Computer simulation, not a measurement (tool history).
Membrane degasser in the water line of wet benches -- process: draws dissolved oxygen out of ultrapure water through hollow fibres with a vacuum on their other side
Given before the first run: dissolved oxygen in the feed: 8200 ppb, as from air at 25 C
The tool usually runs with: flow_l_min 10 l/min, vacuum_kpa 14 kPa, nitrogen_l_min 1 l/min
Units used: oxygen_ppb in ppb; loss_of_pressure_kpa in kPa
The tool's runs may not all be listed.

run 1 hour=0 | flow_l_min=10 vacuum_kpa=14 nitrogen_l_min=1 | oxygen_ppb=261.8 loss_of_pressure_kpa=36.26
run 2 hour=168.4 | flow_l_min=10 vacuum_kpa=14 nitrogen_l_min=1 | oxygen_ppb=263.9 loss_of_pressure_kpa=36.15
run 3 hour=284.9 | flow_l_min=10 vacuum_kpa=14 nitrogen_l_min=1 | oxygen_ppb=261.2 loss_of_pressure_kpa=36.14
run 4 hour=473.5 | flow_l_min=10 vacuum_kpa=14 nitrogen_l_min=1 | oxygen_ppb=261.2 loss_of_pressure_kpa=36.24
run 5 hour=607.6 | flow_l_min=9 vacuum_kpa=14 nitrogen_l_min=1 | oxygen_ppb=238.5 loss_of_pressure_kpa=32.53
run 6 hour=808.9 | flow_l_min=15 vacuum_kpa=14 nitrogen_l_min=1 | oxygen_ppb=391.7 loss_of_pressure_kpa=54.42
run 7 hour=943.7 | flow_l_min=15 vacuum_kpa=14 nitrogen_l_min=1 | oxygen_ppb=402.9 loss_of_pressure_kpa=54.6
run 8 hour=1090.8 | flow_l_min=15 vacuum_kpa=14 nitrogen_l_min=1 | oxygen_ppb=398.6 loss_of_pressure_kpa=54.39
run 9 hour=1196.8 | flow_l_min=15 vacuum_kpa=14 nitrogen_l_min=1 | oxygen_ppb=396.9 loss_of_pressure_kpa=54.17
run 10 hour=1294.5 | flow_l_min=10 vacuum_kpa=11.3 nitrogen_l_min=1 | oxygen_ppb=201.8 loss_of_pressure_kpa=36.23
run 11 hour=1516 | flow_l_min=8 vacuum_kpa=11.3 nitrogen_l_min=1 | oxygen_ppb=164.6 loss_of_pressure_kpa=29.15
run 12 hour=1631.6 | flow_l_min=10 vacuum_kpa=14 nitrogen_l_min=1 | oxygen_ppb=268 loss_of_pressure_kpa=36.4
run 13 hour=1803.8 | flow_l_min=10 vacuum_kpa=14 nitrogen_l_min=1 | oxygen_ppb=267.1 loss_of_pressure_kpa=36.82
-- hour=1815 vacuum gauge calibrated
run 14 hour=1928.5 | flow_l_min=10 vacuum_kpa=14 nitrogen_l_min=1 | oxygen_ppb=265.6 loss_of_pressure_kpa=36.88
run 15 hour=2112.7 | flow_l_min=10 vacuum_kpa=14 nitrogen_l_min=1 | oxygen_ppb=268 loss_of_pressure_kpa=36.67
run 16 hour=2239.4 | flow_l_min=10 vacuum_kpa=14 nitrogen_l_min=1 | oxygen_ppb=269.8 loss_of_pressure_kpa=36.49
run 17 hour=2380 | flow_l_min=12 vacuum_kpa=14 nitrogen_l_min=1 | oxygen_ppb=319.6 loss_of_pressure_kpa=43.54
-- hour=2472.3 vacuum gauge calibrated, once more
run 18 hour=2611.7 | flow_l_min=14 vacuum_kpa=14 nitrogen_l_min=1.73 | oxygen_ppb=237.5 loss_of_pressure_kpa=51.3
run 19 hour=2775 | flow_l_min=10 vacuum_kpa=24.4 nitrogen_l_min=1 | oxygen_ppb=501 loss_of_pressure_kpa=36.52
run 20 hour=2923.6 | flow_l_min=7 vacuum_kpa=14 nitrogen_l_min=0.63 | oxygen_ppb=288.6 loss_of_pressure_kpa=25.62
run 21 hour=3077.2 | flow_l_min=7 vacuum_kpa=14 nitrogen_l_min=0.54 | oxygen_ppb=330.6 loss_of_pressure_kpa=25.63
run 22 hour=3313.6 | flow_l_min=7 vacuum_kpa=14 nitrogen_l_min=0.84 | oxygen_ppb=227.2 loss_of_pressure_kpa=25.64
run 23 hour=3473.1 | flow_l_min=7 vacuum_kpa=14 nitrogen_l_min=0.84 | oxygen_ppb=224 loss_of_pressure_kpa=25.73
run 24 hour=3572.7 | flow_l_min=9 vacuum_kpa=16.8 nitrogen_l_min=0.94 | oxygen_ppb=316 loss_of_pressure_kpa=33.13
run 25 hour=3776.1 | flow_l_min=9 vacuum_kpa=16.8 nitrogen_l_min=0.94 | oxygen_ppb=320 loss_of_pressure_kpa=33.07
run 26 hour=4008.9 | flow_l_min=9 vacuum_kpa=16.8 nitrogen_l_min=0.94 | oxygen_ppb=319.9 loss_of_pressure_kpa=32.96
run 27 hour=4236.5 | flow_l_min=11 vacuum_kpa=15.2 nitrogen_l_min=1 | oxygen_ppb=326.9 loss_of_pressure_kpa=40.51
run 28 hour=4457.7 | flow_l_min=15 vacuum_kpa=32 nitrogen_l_min=2.57 | oxygen_ppb=439.6 loss_of_pressure_kpa=55.43
run 29 hour=4684.3 | flow_l_min=15 vacuum_kpa=21.6 nitrogen_l_min=2 | oxygen_ppb=366.5 loss_of_pressure_kpa=55.09
run 30 hour=4856.6 | flow_l_min=11 vacuum_kpa=29.3 nitrogen_l_min=2.24 | oxygen_ppb=330.3 loss_of_pressure_kpa=40.51
run 31 hour=4983.4 | flow_l_min=13 vacuum_kpa=18.8 nitrogen_l_min=0.96 | oxygen_ppb=503.8 loss_of_pressure_kpa=47.76
run 32 hour=5213.7 | flow_l_min=13 vacuum_kpa=18.8 nitrogen_l_min=0.96 | oxygen_ppb=506.3 loss_of_pressure_kpa=47.77

Alternative continuations, all from the tool just after run 32; predict every row:
run A hour=5447.1 | flow_l_min=13 vacuum_kpa=25.7 nitrogen_l_min=1.75 | oxygen_ppb=? loss_of_pressure_kpa=?
run B hour=5447.1 | flow_l_min=13 vacuum_kpa=18.8 nitrogen_l_min=2.45 | oxygen_ppb=? loss_of_pressure_kpa=?
run C hour=5447.1 | flow_l_min=10 vacuum_kpa=14 nitrogen_l_min=1 | oxygen_ppb=? loss_of_pressure_kpa=?

run=A oxygen_ppb=425.2 loss_of_pressure_kpa=48.36
run=B oxygen_ppb=232.3 loss_of_pressure_kpa=47.74
run=C oxygen_ppb=271.4 loss_of_pressure_kpa=36.7
With the hidden condition removed and each run's random variation left untouched, the same runs would have given:
run=A oxygen_ppb=403.3 loss_of_pressure_kpa=46.39
run=B oxygen_ppb=217.5 loss_of_pressure_kpa=45.78
run=C oxygen_ppb=255.7 loss_of_pressure_kpa=35.18

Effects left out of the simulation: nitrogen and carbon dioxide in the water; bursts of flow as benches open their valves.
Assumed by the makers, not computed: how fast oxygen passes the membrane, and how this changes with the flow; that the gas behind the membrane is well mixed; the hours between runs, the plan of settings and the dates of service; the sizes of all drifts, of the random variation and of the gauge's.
